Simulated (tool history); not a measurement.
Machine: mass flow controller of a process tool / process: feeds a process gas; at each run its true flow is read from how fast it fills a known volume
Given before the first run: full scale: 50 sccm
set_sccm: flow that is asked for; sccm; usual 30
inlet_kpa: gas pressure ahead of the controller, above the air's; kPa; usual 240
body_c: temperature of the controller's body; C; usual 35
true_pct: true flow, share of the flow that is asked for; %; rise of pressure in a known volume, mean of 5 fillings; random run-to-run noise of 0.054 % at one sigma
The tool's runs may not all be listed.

run	hour	set_sccm	inlet_kpa	body_c	true_pct
1	0	30	240	35	98.46
2	348	30	240	35	98.52
3	674.5	30	240	24	99.54
4	853.7	30	240	35	98.42
5	1059.6	30	240	21	99.75
6	1243.2	30	240	35	98.4
7	1542	30	213	35	98.41
8	1729.4	30	213	35	98.26
9	1931.9	9	266	29	98.4

Forecast run 10:
10	2179	9	142	20	?

Logged for run 10: true_pct 98.55 %.
Were there no unlogged condition in the tool, this run, its random variation unchanged, would have produced true_pct 98.54 %.
